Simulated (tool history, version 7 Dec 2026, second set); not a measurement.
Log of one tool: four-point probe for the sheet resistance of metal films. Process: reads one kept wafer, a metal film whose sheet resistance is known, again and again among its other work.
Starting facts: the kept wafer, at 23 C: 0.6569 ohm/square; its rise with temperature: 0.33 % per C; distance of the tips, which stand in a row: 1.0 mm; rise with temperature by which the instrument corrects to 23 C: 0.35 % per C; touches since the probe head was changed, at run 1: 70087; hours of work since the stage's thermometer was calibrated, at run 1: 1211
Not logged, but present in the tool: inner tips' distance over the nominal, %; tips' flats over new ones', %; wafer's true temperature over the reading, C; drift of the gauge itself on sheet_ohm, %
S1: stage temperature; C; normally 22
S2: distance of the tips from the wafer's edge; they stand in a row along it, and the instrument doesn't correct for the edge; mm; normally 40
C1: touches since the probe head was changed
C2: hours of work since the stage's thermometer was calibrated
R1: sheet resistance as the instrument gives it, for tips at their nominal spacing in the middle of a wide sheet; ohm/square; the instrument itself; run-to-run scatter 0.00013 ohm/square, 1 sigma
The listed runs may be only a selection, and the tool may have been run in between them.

| run | hour | S1 | S2 | C1 | C2 | R1 |
|---|---|---|---|---|---|---|
| 1 | 0 | 22 | 40 | 70087 | 1211 | 0.657208 |
| 2 | 39.3 | 22 | 40 | 71708 | 1237 | 0.65724 |
| 3 | 57.9 | 22 | 40 | 72476 | 1249 | 0.657309 |
| 4 | 99.3 | 34 | 40 | 74181 | 1276 | 0.655988 |
| 5 | 134.8 | 34 | 40 | 75645 | 1299 | 0.656104 |
| 6 | 174.6 | 34 | 40 | 77288 | 1325 | 0.656152 |
| 7 | 212.4 | 34 | 40 | 78845 | 1349 | 0.655947 |
| 8 | 252.2 | 22 | 40 | 80484 | 1375 | 0.657186 |
| 9 | 285 | 22 | 40 | 81839 | 1396 | 0.657393 |
| 10 | 324.9 | 22 | 40 | 83482 | 1422 | 0.657273 |
| 11 | 353.3 | 22 | 40 | 84653 | 1440 | 0.657136 |
| 12 | 391.7 | 22 | 40 | 86238 | 1465 | 0.657261 |
| 13 | 434.1 | 22 | 40 | 87985 | 1493 | 0.657199 |
| 14 | 463.4 | 22 | 40 | 89192 | 1511 | 0.65713 |
| 15 | 496.5 | 22 | 40 | 90557 | 1533 | 0.65745 |
| 16 | 533.9 | 22 | 40 | 92103 | 1557 | 0.657362 |
| 17 | 553.9 | 22 | 40 | 92925 | 1570 | 0.657336 |
| 18 | 589.3 | 22 | 40 | 94387 | 1593 | 0.657489 |
| 19 | 622.6 | 22 | 40 | 95759 | 1615 | 0.657231 |
| 20 | 657.5 | 28 | 15 | 97197 | 1637 | 0.658127 |
| 21 | 679.8 | 29 | 15 | 98118 | 1652 | 0.657891 |
| 22 | 701.3 | 24 | 28 | 99005 | 1666 | 0.657218 |
| 23 | 727.2 | 19 | 62 | 100072 | 1682 | 0.657717 |
| 24 | 760 | 19 | 20 | 101422 | 1704 | 0.658183 |
| 25 | 777.7 | 22 | 4 | 102154 | 1715 | 0.678603 |
|  | 816.8 | stage's thermometer calibrated |
| 26 | 819.6 | 24 | 34 | 103862 | 2 | 0.657196 |
| 27 | 842.3 | 21 | 38 | 104797 | 17 | 0.657557 |
| 28 | 879.5 | 34 | 9 | 106328 | 41 | 0.660258 |
| 29 | 920.1 | 34 | 9 | 108005 | 67 | 0.660387 |
| 30 | 946.9 | 23 | 62 | 109108 | 84 | 0.657 |
| 31 | 972.9 | 35 | 6 | 110182 | 101 | 0.665524 |
| 32 | 998.5 | 29 | 9 | 111236 | 118 | 0.660582 |
| 33 | 1027.8 | 18 | 34 | 112445 | 137 | 0.657797 |
| 34 | 1048.8 | 26 | 11 | 113309 | 150 | 0.659605 |
| 35 | 1088.3 | 26 | 11 | 114938 | 176 | 0.659461 |
| 36 | 1110 | 31 | 8 | 115834 | 190 | 0.661552 |
| 37 | 1145.4 | 29 | 40 | 117293 | 213 | 0.656469 |

Here are 5 independent what-if runs from the current tool condition. What would each one return?
| A | 1162.8 | 19 | 5 | 118011 | 224 | ? |
| B | 1162.8 | 21 | 24 | 118011 | 224 | ? |
| C | 1162.8 | 22 | 40 | 118011 | 224 | ? |
| D | 1162.8 | 25 | 5 | 118011 | 224 | ? |
| E | 1162.8 | 19 | 24 | 118011 | 224 | ? |

| run | R1 |
|---|---|
| A | 0.671434 |
| B | 0.657731 |
| C | 0.657387 |
| D | 0.670691 |
| E | 0.657962 |
What these runs would have given with no unlogged condition in the tool:
| run | R1 |
|---|---|
| A | 0.671311 |
| B | 0.65761 |
| C | 0.657265 |
| D | 0.670567 |
| E | 0.65784 |

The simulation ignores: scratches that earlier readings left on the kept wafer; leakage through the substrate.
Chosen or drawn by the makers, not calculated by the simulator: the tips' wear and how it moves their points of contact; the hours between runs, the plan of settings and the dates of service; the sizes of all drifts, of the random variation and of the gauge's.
